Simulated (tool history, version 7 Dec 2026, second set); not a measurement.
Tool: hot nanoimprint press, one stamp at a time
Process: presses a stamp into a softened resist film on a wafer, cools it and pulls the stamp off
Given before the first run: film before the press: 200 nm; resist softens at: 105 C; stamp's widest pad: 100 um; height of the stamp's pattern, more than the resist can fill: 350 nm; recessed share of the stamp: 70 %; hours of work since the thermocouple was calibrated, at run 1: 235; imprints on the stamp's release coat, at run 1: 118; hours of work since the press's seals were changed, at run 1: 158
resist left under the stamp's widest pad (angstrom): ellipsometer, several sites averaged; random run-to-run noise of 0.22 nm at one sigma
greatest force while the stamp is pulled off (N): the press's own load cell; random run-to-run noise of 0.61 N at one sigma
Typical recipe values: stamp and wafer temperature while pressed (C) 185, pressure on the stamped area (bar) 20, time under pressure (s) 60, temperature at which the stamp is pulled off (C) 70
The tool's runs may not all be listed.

run     day  stamp and wafer temperature while pressed (C)  pressure on the stamped area (bar)  time under pressure (s)  temperature at which the stamp is pulled off (C)  hours of work since the thermocouple was calibrated  imprints on the stamp's release coat  hours of work since the press's seals were changed  resist left under the stamp's widest pad (angstrom)  greatest force while the stamp is pulled off (N)
  1       0                                            185                                  20                       60                                                70                                                  235                                   118                                                 158                                                  847                                             188.5
  2   2.438                                            185                                  20                       58                                                70                                                  266                                   357                                                 189                                                  858                                             188.5
  3   3.812                                            185                                  20                       58                                                72                                                  283                                   492                                                 206                                                  856                                             179.9
  4    6.25                                            185                                  20                       58                                                72                                                  314                                   732                                                 237                                                  855                                             180.1
  5   8.438                                            185                                  20                       58                                                72                                                  342                                   946                                                 265                                                  854                                             180.9
      10.45  -- stamp cleaned and given a new release coat
  6  10.679                                            185                                  20                       58                                                72                                                  367                                    23                                                 290                                                  855                                             178.1
  7  12.054                                            185                                  20                       58                                                72                                                  385                                   158                                                 308                                                  855                                               180
     13.533  -- plate thermocouple calibrated
  8  14.254                                            185                                  20                       58                                                72                                                    9                                   361                                                 334                                                  859                                             179.5
  9  15.721                                            185                                  20                       58                                                72                                                   28                                   505                                                 353                                                  853                                             180.8
 10  17.371                                            185                                  20                       58                                                72                                                   49                                   667                                                 374                                                  857                                             180.1
 11  18.708                                            185                                  20                       58                                                72                                                   66                                   798                                                 391                                                  859                                             179.7
 12  21.517                                            185                                  20                       58                                                72                                                  102                                  1074                                                 427                                                  854                                             179.3
     22.212  -- stamp cleaned and given a new release coat
 13  25.075                                            185                                  20                       56                                                70                                                  144                                   281                                                 469                                                  869                                             186.2
 14  27.862                                            185                                  20                       56                                                70                                                  179                                   555                                                 504                                                  869                                             186.7
 15  30.179                                            179                                  20                       60                                                65                                                  208                                   782                                                 533                                                 1064                                             206.2
 16  31.842                                            185                                  20                       70                                                58                                                  230                                   945                                                 555                                                  805                                             231.8
     33.783  -- stamp cleaned and given a new release coat
 17  33.917                                            194                                  20                       53                                                77                                                  253                                    14                                                 578                                                  635                                             159.2

The next listed run, before its measurement:
 18  36.679                                            176                                  20                       53                                                77                                                  288                                   285                                                 613                                                    ?                                                 ?

resist left under the stamp's widest pad (angstrom): 1225
greatest force while the stamp is pulled off (N): 159
Without the tool's hidden state the same run would have given resist left under the stamp's widest pad (angstrom) 1225, greatest force while the stamp is pulled off (N) 160.5.

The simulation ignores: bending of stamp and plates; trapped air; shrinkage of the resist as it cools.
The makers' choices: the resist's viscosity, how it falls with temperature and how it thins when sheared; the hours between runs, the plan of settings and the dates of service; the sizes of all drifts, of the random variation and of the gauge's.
